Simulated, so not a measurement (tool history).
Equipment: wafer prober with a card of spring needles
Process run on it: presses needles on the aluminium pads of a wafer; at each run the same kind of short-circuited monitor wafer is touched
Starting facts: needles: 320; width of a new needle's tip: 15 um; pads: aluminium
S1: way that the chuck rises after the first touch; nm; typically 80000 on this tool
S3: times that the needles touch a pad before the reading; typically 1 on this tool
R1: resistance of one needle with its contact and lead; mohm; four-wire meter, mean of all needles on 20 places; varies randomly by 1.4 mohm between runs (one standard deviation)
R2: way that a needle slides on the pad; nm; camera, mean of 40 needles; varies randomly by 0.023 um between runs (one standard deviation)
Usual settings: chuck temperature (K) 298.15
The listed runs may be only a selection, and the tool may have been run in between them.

run 1 hour=0.0 | S1=80000 chuck_temperature_(K)=298.15 S3=1 | R1=111 R2=12550
-- hour=2.2 tips cleaned on abrasive film
-- hour=10.8 tips cleaned on abrasive film
-- hour=21.5 tips cleaned on abrasive film
-- hour=30.1 tips cleaned on abrasive film
-- hour=40.8 tips cleaned on abrasive film
-- hour=51.5 tips cleaned on abrasive film
run 2 hour=51.7 | S1=80000 chuck_temperature_(K)=340.15 S3=1 | R1=118 R2=12600
-- hour=60.3 tips cleaned on abrasive film
-- hour=71.0 tips cleaned on abrasive film
-- hour=79.6 tips cleaned on abrasive film
-- hour=90.3 tips cleaned on abrasive film
-- hour=98.9 tips cleaned on abrasive film
-- hour=109.6 tips cleaned on abrasive film
run 3 hour=112.7 | S1=100000 chuck_temperature_(K)=340.15 S3=1 | R1=119 R2=15740
-- hour=119.2 tips cleaned on abrasive film
-- hour=127.8 tips cleaned on abrasive film
-- hour=138.5 tips cleaned on abrasive film
-- hour=147.1 tips cleaned on abrasive film
run 4 hour=155.3 | S1=100000 chuck_temperature_(K)=340.15 S3=1 | R1=117 R2=15770
-- hour=157.5 tips cleaned on abrasive film
-- hour=168.2 tips cleaned on abrasive film
-- hour=176.8 tips cleaned on abrasive film
-- hour=185.4 tips cleaned on abrasive film
-- hour=193.9 tips cleaned on abrasive film
-- hour=202.5 tips cleaned on abrasive film
run 5 hour=206.3 | S1=100000 chuck_temperature_(K)=340.15 S3=1 | R1=117 R2=15770
-- hour=212.8 tips cleaned on abrasive film
-- hour=221.4 tips cleaned on abrasive film
-- hour=221.7 height of the first contact set anew
-- hour=230.3 tips cleaned on abrasive film
-- hour=241.0 tips cleaned on abrasive film
-- hour=249.5 tips cleaned on abrasive film
run 6 hour=255.0 | S1=100000 chuck_temperature_(K)=340.15 S3=1 | R1=118 R2=15800
-- hour=259.3 tips cleaned on abrasive film
-- hour=267.9 tips cleaned on abrasive film
-- hour=276.5 tips cleaned on abrasive film
-- hour=285.1 tips cleaned on abrasive film
-- hour=293.7 tips cleaned on abrasive film
-- hour=302.3 tips cleaned on abrasive film
-- hour=314.3 card fitted with new needles
-- hour=322.8 tips cleaned on abrasive film
run 7 hour=328.8 | S1=86000 chuck_temperature_(K)=340.15 S3=1 | R1=118 R2=13610
-- hour=333.1 tips cleaned on abrasive film
-- hour=343.8 tips cleaned on abrasive film
-- hour=352.4 tips cleaned on abrasive film
-- hour=361.0 tips cleaned on abrasive film
run 8 hour=362.3 | S1=86000 chuck_temperature_(K)=340.15 S3=1 | R1=118 R2=13600
-- hour=370.9 tips cleaned on abrasive film
-- hour=381.6 tips cleaned on abrasive film
-- hour=390.2 tips cleaned on abrasive film
-- hour=398.8 tips cleaned on abrasive film
run 9 hour=401.3 | S1=86000 chuck_temperature_(K)=340.15 S3=1 | R1=118 R2=13650
-- hour=407.7 tips cleaned on abrasive film
-- hour=416.3 tips cleaned on abrasive film
-- hour=427.0 tips cleaned on abrasive film
-- hour=435.6 tips cleaned on abrasive film
-- hour=444.2 tips cleaned on abrasive film
-- hour=452.8 tips cleaned on abrasive film
-- hour=461.4 tips cleaned on abrasive film
run 10 hour=468.6 | S1=80000 chuck_temperature_(K)=314.15 S3=1 | R1=116 R2=12650
-- hour=470.8 tips cleaned on abrasive film
-- hour=481.5 tips cleaned on abrasive film
-- hour=492.2 tips cleaned on abrasive film
-- hour=500.8 tips cleaned on abrasive film
run 11 hour=507.8 | S1=80000 chuck_temperature_(K)=314.15 S3=1 | R1=116 R2=12700
-- hour=510.0 tips cleaned on abrasive film
-- hour=518.6 tips cleaned on abrasive film
-- hour=527.2 tips cleaned on abrasive film
-- hour=535.8 tips cleaned on abrasive film
run 12 hour=541.7 | S1=80000 chuck_temperature_(K)=298.15 S3=1 | R1=113 R2=12700
-- hour=546.1 tips cleaned on abrasive film
-- hour=554.7 tips cleaned on abrasive film
-- hour=565.4 tips cleaned on abrasive film
-- hour=576.1 tips cleaned on abrasive film
run 13 hour=583.8 | S1=84000 chuck_temperature_(K)=358.15 S3=3 | R1=121 R2=13330
-- hour=586.0 tips cleaned on abrasive film
-- hour=590.6 height of the first contact set anew
-- hour=597.0 tips cleaned on abrasive film
-- hour=605.6 tips cleaned on abrasive film
-- hour=614.2 tips cleaned on abrasive film
-- hour=624.9 tips cleaned on abrasive film
run 14 hour=632.6 | S1=82000 chuck_temperature_(K)=315.15 S3=2 | R1=116 R2=13010
-- hour=634.8 tips cleaned on abrasive film
-- hour=643.4 tips cleaned on abrasive film
-- hour=651.9 tips cleaned on abrasive film
-- hour=660.5 tips cleaned on abrasive film
-- hour=671.2 tips cleaned on abrasive film
-- hour=679.8 tips cleaned on abrasive film
run 15 hour=688.0 | S1=71000 chuck_temperature_(K)=298.15 S3=1 | R1=114 R2=11230
-- hour=690.2 tips cleaned on abrasive film
-- hour=700.9 tips cleaned on abrasive film
-- hour=709.5 tips cleaned on abrasive film
-- hour=718.1 tips cleaned on abrasive film
-- hour=726.7 tips cleaned on abrasive film
-- hour=735.2 tips cleaned on abrasive film
-- hour=743.8 tips cleaned on abrasive film
-- hour=752.4 tips cleaned on abrasive film
run 16 hour=755.9 | S1=97000 chuck_temperature_(K)=348.15 S3=2 | R1=118 R2=15450
-- hour=762.3 tips cleaned on abrasive film
-- hour=770.9 tips cleaned on abrasive film
-- hour=779.5 tips cleaned on abrasive film
-- hour=788.1 tips cleaned on abrasive film
-- hour=796.7 tips cleaned on abrasive film
run 17 hour=798.1 | S1=80000 chuck_temperature_(K)=326.15 S3=2 | R1=118 R2=12680
-- hour=806.7 tips cleaned on abrasive film
-- hour=817.4 tips cleaned on abrasive film
-- hour=826.0 tips cleaned on abrasive film
-- hour=836.7 tips cleaned on abrasive film
-- hour=845.2 tips cleaned on abrasive film
run 18 hour=851.2 | S1=86000 chuck_temperature_(K)=365.15 S3=1 | R1=123 R2=13720
-- hour=855.6 tips cleaned on abrasive film
-- hour=864.1 tips cleaned on abrasive film
-- hour=868.7 height of the first contact set anew
-- hour=873.0 tips cleaned on abrasive film
-- hour=881.6 tips cleaned on abrasive film
-- hour=892.3 tips cleaned on abrasive film
-- hour=903.0 tips cleaned on abrasive film
-- hour=911.6 tips cleaned on abrasive film
-- hour=920.2 tips cleaned on abrasive film
run 19 hour=920.8 | S1=80000 chuck_temperature_(K)=300.15 S3=2 | R1=116 R2=12770
-- hour=929.4 tips cleaned on abrasive film
-- hour=938.0 tips cleaned on abrasive film
-- hour=948.7 tips cleaned on abrasive film
run 20 hour=956.2 | S1=80000 chuck_temperature_(K)=318.15 S3=3 | R1=117 R2=12760
-- hour=958.5 tips cleaned on abrasive film
-- hour=967.1 tips cleaned on abrasive film
-- hour=977.8 tips cleaned on abrasive film
-- hour=986.3 tips cleaned on abrasive film
run 21 hour=989.5 | S1=67000 chuck_temperature_(K)=396.15 S3=2 | R1=129 R2=10700
-- hour=996.0 tips cleaned on abrasive film
-- hour=1004.6 tips cleaned on abrasive film
-- hour=1013.1 tips cleaned on abrasive film
-- hour=1021.7 tips cleaned on abrasive film
-- hour=1030.3 tips cleaned on abrasive film
-- hour=1041.0 tips cleaned on abrasive film
-- hour=1051.7 tips cleaned on abrasive film
run 22 hour=1057.2 | S1=62000 chuck_temperature_(K)=310.15 S3=3 | R1=119 R2=9880

Each row is a separate what-if for the run after 22, all from the same tool condition, not one after another. Results?
-- hour=1061.5 tips cleaned on abrasive film
-- hour=1070.1 tips cleaned on abrasive film
-- hour=1078.7 tips cleaned on abrasive film
-- hour=1087.3 tips cleaned on abrasive film
-- hour=1095.9 tips cleaned on abrasive film
run A hour=1098.1 | S1=86000 chuck_temperature_(K)=298.15 S3=1 | R1=? R2=?
-- hour=1061.5 tips cleaned on abrasive film
-- hour=1070.1 tips cleaned on abrasive film
-- hour=1078.7 tips cleaned on abrasive film
-- hour=1087.3 tips cleaned on abrasive film
-- hour=1095.9 tips cleaned on abrasive film
run B hour=1098.1 | S1=72000 chuck_temperature_(K)=384.15 S3=1 | R1=? R2=?
-- hour=1061.5 tips cleaned on abrasive film
-- hour=1070.1 tips cleaned on abrasive film
-- hour=1078.7 tips cleaned on abrasive film
-- hour=1087.3 tips cleaned on abrasive film
-- hour=1095.9 tips cleaned on abrasive film
run C hour=1098.1 | S1=80000 chuck_temperature_(K)=395.15 S3=1 | R1=? R2=?
-- hour=1061.5 tips cleaned on abrasive film
-- hour=1070.1 tips cleaned on abrasive film
-- hour=1078.7 tips cleaned on abrasive film
-- hour=1087.3 tips cleaned on abrasive film
-- hour=1095.9 tips cleaned on abrasive film
run D hour=1098.1 | S1=60000 chuck_temperature_(K)=355.15 S3=3 | R1=? R2=?
-- hour=1061.5 tips cleaned on abrasive film
-- hour=1070.1 tips cleaned on abrasive film
-- hour=1078.7 tips cleaned on abrasive film
-- hour=1087.3 tips cleaned on abrasive film
-- hour=1095.9 tips cleaned on abrasive film
run E hour=1098.1 | S1=71000 chuck_temperature_(K)=301.15 S3=1 | R1=? R2=?

run=A R1=115 R2=13760
run=B R1=126 R2=11510
run=C R1=125 R2=12790
run=D R1=123 R2=9550
run=E R1=113 R2=11340
With the hidden condition removed and each run's random variation left untouched, the same runs would have given:
run=A R1=115 R2=13540
run=B R1=126 R2=11320
run=C R1=125 R2=12580
run=D R1=123 R2=9400
run=E R1=113 R2=11160

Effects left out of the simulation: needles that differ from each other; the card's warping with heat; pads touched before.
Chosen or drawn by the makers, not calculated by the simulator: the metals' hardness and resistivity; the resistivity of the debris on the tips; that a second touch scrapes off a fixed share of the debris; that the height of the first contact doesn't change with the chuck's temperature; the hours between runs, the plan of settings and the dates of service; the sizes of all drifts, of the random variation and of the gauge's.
